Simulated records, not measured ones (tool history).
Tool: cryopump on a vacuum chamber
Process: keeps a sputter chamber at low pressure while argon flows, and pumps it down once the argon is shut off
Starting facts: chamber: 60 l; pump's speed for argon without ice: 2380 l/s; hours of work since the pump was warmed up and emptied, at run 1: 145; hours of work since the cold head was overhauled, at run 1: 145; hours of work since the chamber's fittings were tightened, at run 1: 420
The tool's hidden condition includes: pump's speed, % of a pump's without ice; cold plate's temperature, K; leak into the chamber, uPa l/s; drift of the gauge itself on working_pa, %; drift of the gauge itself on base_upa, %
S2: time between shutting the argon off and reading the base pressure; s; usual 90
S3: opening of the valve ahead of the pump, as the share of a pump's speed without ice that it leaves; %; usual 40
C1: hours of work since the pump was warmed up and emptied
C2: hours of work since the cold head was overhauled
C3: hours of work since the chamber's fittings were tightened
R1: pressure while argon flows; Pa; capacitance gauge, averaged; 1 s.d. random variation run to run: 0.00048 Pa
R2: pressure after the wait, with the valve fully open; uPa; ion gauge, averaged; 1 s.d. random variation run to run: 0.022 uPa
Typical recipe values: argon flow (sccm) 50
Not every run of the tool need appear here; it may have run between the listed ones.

run 1 hour=0 | argon_flow_(sccm)=50 S2=90 S3=40 | C1=145 C2=145 C3=420 | R1=0.0903 R2=1.1
run 2 hour=25 | argon_flow_(sccm)=50 S2=106 S3=40 | C1=163 C2=163 C3=438 | R1=0.09 R2=0.99
run 3 hour=63.1 | argon_flow_(sccm)=50 S2=27 S3=40 | C1=192 C2=192 C3=467 | R1=0.0904 R2=2.26
run 4 hour=81.8 | argon_flow_(sccm)=50 S2=27 S3=40 | C1=206 C2=206 C3=481 | R1=0.0908 R2=2.35
run 5 hour=112.7 | argon_flow_(sccm)=50 S2=27 S3=40 | C1=229 C2=229 C3=504 | R1=0.0914 R2=2.29
run 6 hour=136.4 | argon_flow_(sccm)=21 S2=90 S3=40 | C1=247 C2=247 C3=522 | R1=0.0385 R2=1.22
run 7 hour=181.5 | argon_flow_(sccm)=21 S2=90 S3=40 | C1=281 C2=281 C3=556 | R1=0.0386 R2=1.24
run 8 hour=218.2 | argon_flow_(sccm)=59 S2=90 S3=40 | C1=309 C2=309 C3=584 | R1=0.1083 R2=1.28
run 9 hour=260.4 | argon_flow_(sccm)=59 S2=90 S3=40 | C1=341 C2=341 C3=615 | R1=0.1083 R2=1.33
run 10 hour=300.6 | argon_flow_(sccm)=50 S2=90 S3=40 | C1=371 C2=371 C3=646 | R1=0.0917 R2=1.35
run 11 hour=345.8 | argon_flow_(sccm)=40 S2=90 S3=40 | C1=405 C2=405 C3=680 | R1=0.0739 R2=1.44
run 12 hour=378.1 | argon_flow_(sccm)=40 S2=90 S3=40 | C1=429 C2=429 C3=704 | R1=0.0739 R2=1.43
run 13 hour=402.6 | argon_flow_(sccm)=40 S2=90 S3=40 | C1=447 C2=447 C3=722 | R1=0.0741 R2=1.46
run 14 hour=442.2 | argon_flow_(sccm)=66 S2=90 S3=40 | C1=477 C2=477 C3=752 | R1=0.1236 R2=1.48
run 15 hour=486.9 | argon_flow_(sccm)=50 S2=24 S3=45 | C1=511 C2=511 C3=786 | R1=0.0831 R2=2.81
run 16 hour=523.6 | argon_flow_(sccm)=50 S2=24 S3=45 | C1=539 C2=539 C3=813 | R1=0.0847 R2=2.84
run 17 hour=565.2 | argon_flow_(sccm)=29 S2=40 S3=23 | C1=570 C2=570 C3=845 | R1=0.0927 R2=2.22
run 18 hour=591.9 | argon_flow_(sccm)=97 S2=90 S3=56 | C1=590 C2=590 C3=865 | R1=0.133 R2=1.66
run 19 hour=625.5 | argon_flow_(sccm)=97 S2=90 S3=56 | C1=615 C2=615 C3=890 | R1=0.1348 R2=1.7
run 20 hour=662.7 | argon_flow_(sccm)=82 S2=28 S3=30 | C1=643 C2=643 C3=918 | R1=0.2038 R2=2.91
run 21 hour=683.8 | argon_flow_(sccm)=82 S2=28 S3=30 | C1=659 C2=659 C3=934 | R1=0.2045 R2=2.87
run 22 hour=710.7 | argon_flow_(sccm)=25 S2=90 S3=41 | C1=679 C2=679 C3=954 | R1=0.046 R2=1.76
run 23 hour=736.7 | argon_flow_(sccm)=50 S2=196 S3=48 | C1=699 C2=699 C3=974 | R1=0.0803 R2=1.56
run 24 hour=759.2 | argon_flow_(sccm)=50 S2=196 S3=48 | C1=716 C2=716 C3=991 | R1=0.0814 R2=1.53
run 25 hour=788.4 | argon_flow_(sccm)=38 S2=90 S3=49 | C1=738 C2=738 C3=1013 | R1=0.06 R2=1.93
run 26 hour=810.1 | argon_flow_(sccm)=38 S2=90 S3=49 | C1=754 C2=754 C3=1029 | R1=0.0596 R2=1.85

Here are 3 independent what-if runs from the current tool condition. What would each one return?
run A hour=844.6 | argon_flow_(sccm)=83 S2=85 S3=54 | C1=780 C2=780 C3=1055 | R1=? R2=?
run B hour=844.6 | argon_flow_(sccm)=49 S2=90 S3=40 | C1=780 C2=780 C3=1055 | R1=? R2=?
run C hour=844.6 | argon_flow_(sccm)=47 S2=173 S3=22 | C1=780 C2=780 C3=1055 | R1=? R2=?

run=A R1=0.1213 R2=1.9
run=B R1=0.0938 R2=1.86
run=C R1=0.1577 R2=1.72
The same runs, with their run-to-run variation unchanged, on a tool lacking any hidden condition would have given:
run=A R1=0.1093 R2=0.61
run=B R1=0.0867 R2=0.59
run=C R1=0.151 R2=0.42
